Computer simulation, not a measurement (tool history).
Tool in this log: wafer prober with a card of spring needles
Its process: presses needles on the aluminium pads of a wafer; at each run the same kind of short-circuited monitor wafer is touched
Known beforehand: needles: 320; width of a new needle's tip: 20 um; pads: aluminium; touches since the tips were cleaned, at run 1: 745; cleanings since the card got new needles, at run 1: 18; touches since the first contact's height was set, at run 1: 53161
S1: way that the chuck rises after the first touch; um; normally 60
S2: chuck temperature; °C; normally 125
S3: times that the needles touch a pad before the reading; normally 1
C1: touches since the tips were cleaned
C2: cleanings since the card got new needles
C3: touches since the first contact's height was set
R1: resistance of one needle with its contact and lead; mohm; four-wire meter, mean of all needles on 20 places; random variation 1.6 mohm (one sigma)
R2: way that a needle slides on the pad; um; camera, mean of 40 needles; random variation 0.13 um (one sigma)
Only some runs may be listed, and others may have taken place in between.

Run 1, hour 0: usual settings; C1 745; C2 18; C3 53161. Result: R1 164 mohm, R2 14.39 um.
At hour 3.5: tips cleaned on abrasive film.
At hour 8.5: tips cleaned on abrasive film.
At hour 13.3: tips cleaned on abrasive film.
Run 2, hour 13.5: usual settings but S3 2; C1 104; C2 21; C3 60031. Result: R1 164 mohm, R2 14.18 um.
At hour 18.8: tips cleaned on abrasive film.
At hour 23.7: tips cleaned on abrasive film.
At hour 28.8: tips cleaned on abrasive film.
Run 3, hour 29.2: usual settings but S3 2; C1 221; C2 24; C3 68054. Result: R1 163 mohm, R2 14.06 um.
At hour 34.3: tips cleaned on abrasive film.
At hour 39.2: tips cleaned on abrasive film.
Run 4, hour 40.1: usual settings but S3 2; C1 430; C2 26; C3 73611. Result: R1 165 mohm, R2 14.12 um.
At hour 44.7: tips cleaned on abrasive film.
Run 5, hour 46.9: usual settings; C1 1157; C2 27; C3 77109. Result: R1 164 mohm, R2 14.26 um.
At hour 50.1: tips cleaned on abrasive film.
At hour 56: tips cleaned on abrasive film.
At hour 61.1: tips cleaned on abrasive film.
Run 6, hour 61.1: usual settings but S1 65 um; C1 0; C2 30; C3 84351. Result: R1 161 mohm, R2 15.57 um.
At hour 66.6: tips cleaned on abrasive film.
At hour 72.4: tips cleaned on abrasive film.
Run 7, hour 73.8: usual settings but S3 3; C1 721; C2 32; C3 90843. Result: R1 163 mohm, R2 14.25 um.
At hour 78.3: tips cleaned on abrasive film.
Run 8, hour 80.8: usual settings but S3 3; C1 1275; C2 33; C3 94436. Result: R1 162 mohm, R2 14.45 um.
At hour 83.7: tips cleaned on abrasive film.
At hour 88.9: tips cleaned on abrasive film.
Run 9, hour 88.9: usual settings but S1 69 um; C1 0; C2 35; C3 98592. Result: R1 160 mohm, R2 16.6 um.
At hour 94.5: tips cleaned on abrasive film.
At hour 99.6: tips cleaned on abrasive film.
Run 10, hour 101.5: usual settings but S1 69 um; C1 971; C2 37; C3 105012. Result: R1 161 mohm, R2 16.38 um.
At hour 105: tips cleaned on abrasive film.
Run 11, hour 108.5: usual settings but S1 69 um; C1 1810; C2 38; C3 108613. Result: R1 162 mohm, R2 16.5 um.
At hour 110.8: tips cleaned on abrasive film.
At hour 115.8: tips cleaned on abrasive film.
At hour 121.2: tips cleaned on abrasive film.
Run 12, hour 122.9: usual settings but S1 69 um; C1 899; C2 41; C3 115957. Result: R1 161 mohm, R2 16.3 um.
At hour 126.8: tips cleaned on abrasive film.
At hour 130.8: height of the first contact set anew.
Run 13, hour 131.3: usual settings but S1 63 um; C1 2178; C2 42; C3 261. Result: R1 165 mohm, R2 15.02 um.
At hour 132.6: tips cleaned on abrasive film.
At hour 137.9: tips cleaned on abrasive film.
At hour 143.3: tips cleaned on abrasive film.
Run 14, hour 145.5: usual settings; C1 1146; C2 45; C3 7534. Result: R1 161 mohm, R2 14.44 um.
At hour 148.5: tips cleaned on abrasive film.
At hour 154.3: tips cleaned on abrasive film.
Run 15, hour 156.8: usual settings; C1 1292; C2 47; C3 13271. Result: R1 167 mohm, R2 14.32 um.
At hour 159.4: tips cleaned on abrasive film.
At hour 164.4: tips cleaned on abrasive film.
At hour 169.3: tips cleaned on abrasive film.
Run 16, hour 171.1: usual settings but S2 58 °C; C1 930; C2 50; C3 20596. Result: R1 153 mohm, R2 14.27 um.
At hour 174.2: tips cleaned on abrasive film.
At hour 179.8: tips cleaned on abrasive film.
Run 17, hour 181.5: usual settings but S1 46 um, S2 58 °C, S3 3; C1 914; C2 52; C3 25919. Result: R1 157 mohm, R2 10.73 um.
At hour 185.6: tips cleaned on abrasive film.
At hour 191.3: tips cleaned on abrasive film.
Run 18, hour 193.8: usual settings but S1 52 um; C1 1325; C2 54; C3 32217. Result: R1 168 mohm, R2 12.15 um.
At hour 196.8: tips cleaned on abrasive film.
At hour 202.2: tips cleaned on abrasive film.
At hour 207.4: tips cleaned on abrasive film.
Run 19, hour 209.3: usual settings but S1 41 um, S2 31 °C; C1 1006; C2 57; C3 40128. Result: R1 153 mohm, R2 9.71 um.
At hour 212.4: tips cleaned on abrasive film.
At hour 217.6: tips cleaned on abrasive film.
At hour 222.6: tips cleaned on abrasive film.
Run 20, hour 223.6: usual settings but S1 47 um, S2 92 °C; C1 510; C2 60; C3 47399. Result: R1 162 mohm, R2 11.14 um.
At hour 227.5: tips cleaned on abrasive film.
At hour 232.4: tips cleaned on abrasive film.
Run 21, hour 234.4: usual settings but S1 47 um, S2 92 °C; C1 1027; C2 62; C3 52914. Result: R1 162 mohm, R2 11.16 um.
At hour 237.6: tips cleaned on abrasive film.
At hour 242.9: tips cleaned on abrasive film.
Run 22, hour 244.4: usual settings but S1 47 um, S2 92 °C; C1 804; C2 64; C3 58039. Result: R1 166 mohm, R2 11.02 um.
At hour 247.9: tips cleaned on abrasive film.
At hour 252.9: tips cleaned on abrasive film.
Run 23, hour 254.6: usual settings but S1 66 um, S2 115 °C, S3 3; C1 890; C2 66; C3 63240. Result: R1 164 mohm, R2 15.72 um.
At hour 257.8: tips cleaned on abrasive film.
At hour 262.7: tips cleaned on abrasive film.
Run 24, hour 266: usual settings but S1 66 um, S2 115 °C; C1 1727; C2 68; C3 69091. Result: R1 161 mohm, R2 15.86 um.
At hour 268.4: tips cleaned on abrasive film.
At hour 273.3: tips cleaned on abrasive film.
At hour 278.7: tips cleaned on abrasive film.
Run 25, hour 280.9: usual settings but S1 66 um, S2 115 °C; C1 1155; C2 71; C3 76669. Result: R1 160 mohm, R2 15.53 um.
At hour 284.2: tips cleaned on abrasive film.
At hour 289.1: tips cleaned on abrasive film.
Run 26, hour 293: usual settings but S1 79 um; C1 2022; C2 73; C3 82853. Result: R1 158 mohm, R2 18.55 um.
At hour 295: tips cleaned on abrasive film.
At hour 299.8: tips cleaned on abrasive film.
Run 27, hour 299.8: usual settings but S1 55 um, S2 59 °C, S3 3; C1 0; C2 75; C3 86317. Result: R1 158 mohm, R2 13.25 um.
At hour 305.2: tips cleaned on abrasive film.
At hour 310.2: tips cleaned on abrasive film.
Run 28, hour 312.6: usual settings but S1 55 um, S2 59 °C, S3 2; C1 1230; C2 77; C3 92867. Result: R1 154 mohm, R2 13.05 um.
At hour 315.1: tips cleaned on abrasive film.
At hour 320.9: tips cleaned on abrasive film.
Run 29, hour 323.9: usual settings but S1 49 um, S2 36 °C, S3 3; C1 1584; C2 79; C3 98643. Result: R1 152 mohm, R2 11.82 um.

Hidden state at the last listed run before each entry between runs and at the first one after, where it differs:
From run 1 to run 2: tips cleaned on abrasive film (hour 3.5); tips cleaned on abrasive film (hour 8.5); tips cleaned on abrasive film (hour 13.3)
  debris on the tips, nm: 0.2 -> 0
From run 2 to run 3: tips cleaned on abrasive film (hour 18.8); tips cleaned on abrasive film (hour 23.7); tips cleaned on abrasive film (hour 28.8)
  debris on the tips, nm: 0 -> 0.1
From run 3 to run 4: tips cleaned on abrasive film (hour 34.3); tips cleaned on abrasive film (hour 39.2)
  no difference in the tool's unlogged condition between these two runs
From run 4 to run 5: tips cleaned on abrasive film (hour 44.7)
  debris on the tips, nm: 0.1 -> 0.3
From run 5 to run 6: tips cleaned on abrasive film (hour 50.1); tips cleaned on abrasive film (hour 56); tips cleaned on abrasive film (hour 61.1)
  debris on the tips, nm: 0.3 -> 0
From run 6 to run 7: tips cleaned on abrasive film (hour 66.6); tips cleaned on abrasive film (hour 72.4)
  debris on the tips, nm: 0 -> 0.2
From run 7 to run 8: tips cleaned on abrasive film (hour 78.3)
  debris on the tips, nm: 0.2 -> 0.3
From run 8 to run 9: tips cleaned on abrasive film (hour 83.7); tips cleaned on abrasive film (hour 88.9)
  debris on the tips, nm: 0.3 -> 0
From run 9 to run 10: tips cleaned on abrasive film (hour 94.5); tips cleaned on abrasive film (hour 99.6)
  debris on the tips, nm: 0 -> 0.2
From run 10 to run 11: tips cleaned on abrasive film (hour 105)
  debris on the tips, nm: 0.2 -> 0.4
From run 11 to run 12: tips cleaned on abrasive film (hour 110.8); tips cleaned on abrasive film (hour 115.8); tips cleaned on abrasive film (hour 121.2)
  debris on the tips, nm: 0.4 -> 0.2
From run 12 to run 13: tips cleaned on abrasive film (hour 126.8); height of the first contact set anew (hour 130.8)
  debris on the tips, nm: 0.2 -> 0.4; way that the needles fall short of the set height, um: 0.01 -> 0
From run 13 to run 14: tips cleaned on abrasive film (hour 132.6); tips cleaned on abrasive film (hour 137.9); tips cleaned on abrasive film (hour 143.3)
  debris on the tips, nm: 0.4 -> 0.2
From run 14 to run 15: tips cleaned on abrasive film (hour 148.5); tips cleaned on abrasive film (hour 154.3)
  debris on the tips, nm: 0.2 -> 0.3; tips' diameter, um: 20 -> 20.01
From run 15 to run 16: tips cleaned on abrasive film (hour 159.4); tips cleaned on abrasive film (hour 164.4); tips cleaned on abrasive film (hour 169.3)
  debris on the tips, nm: 0.3 -> 0.2
From run 16 to run 17: tips cleaned on abrasive film (hour 174.2); tips cleaned on abrasive film (hour 179.8)
  no difference in the tool's unlogged condition between these two runs
From run 17 to run 18: tips cleaned on abrasive film (hour 185.6); tips cleaned on abrasive film (hour 191.3)
  debris on the tips, nm: 0.2 -> 0.3
From run 18 to run 19: tips cleaned on abrasive film (hour 196.8); tips cleaned on abrasive film (hour 202.2); tips cleaned on abrasive film (hour 207.4)
  debris on the tips, nm: 0.3 -> 0.2
From run 19 to run 20: tips cleaned on abrasive film (hour 212.4); tips cleaned on abrasive film (hour 217.6); tips cleaned on abrasive film (hour 222.6)
  debris on the tips, nm: 0.2 -> 0.1; way that the needles fall short of the set height, um: 0 -> 0.01
From run 20 to run 21: tips cleaned on abrasive film (hour 227.5); tips cleaned on abrasive film (hour 232.4)
  debris on the tips, nm: 0.1 -> 0.2
From run 21 to run 22: tips cleaned on abrasive film (hour 237.6); tips cleaned on abrasive film (hour 242.9)
  no difference in the tool's unlogged condition between these two runs
From run 22 to run 23: tips cleaned on abrasive film (hour 247.9); tips cleaned on abrasive film (hour 252.9)
  no difference in the tool's unlogged condition between these two runs
From run 23 to run 24: tips cleaned on abrasive film (hour 257.8); tips cleaned on abrasive film (hour 262.7)
  debris on the tips, nm: 0.2 -> 0.4
From run 24 to run 25: tips cleaned on abrasive film (hour 268.4); tips cleaned on abrasive film (hour 273.3); tips cleaned on abrasive film (hour 278.7)
  debris on the tips, nm: 0.4 -> 0.3
From run 25 to run 26: tips cleaned on abrasive film (hour 284.2); tips cleaned on abrasive film (hour 289.1)
  debris on the tips, nm: 0.3 -> 0.4
From run 26 to run 27: tips cleaned on abrasive film (hour 295); tips cleaned on abrasive film (hour 299.8)
  debris on the tips, nm: 0.4 -> 0
From run 27 to run 28: tips cleaned on abrasive film (hour 305.2); tips cleaned on abrasive film (hour 310.2)
  debris on the tips, nm: 0 -> 0.3
From run 28 to run 29: tips cleaned on abrasive film (hour 315.1); tips cleaned on abrasive film (hour 320.9)
  no difference in the tool's unlogged condition between these two runs
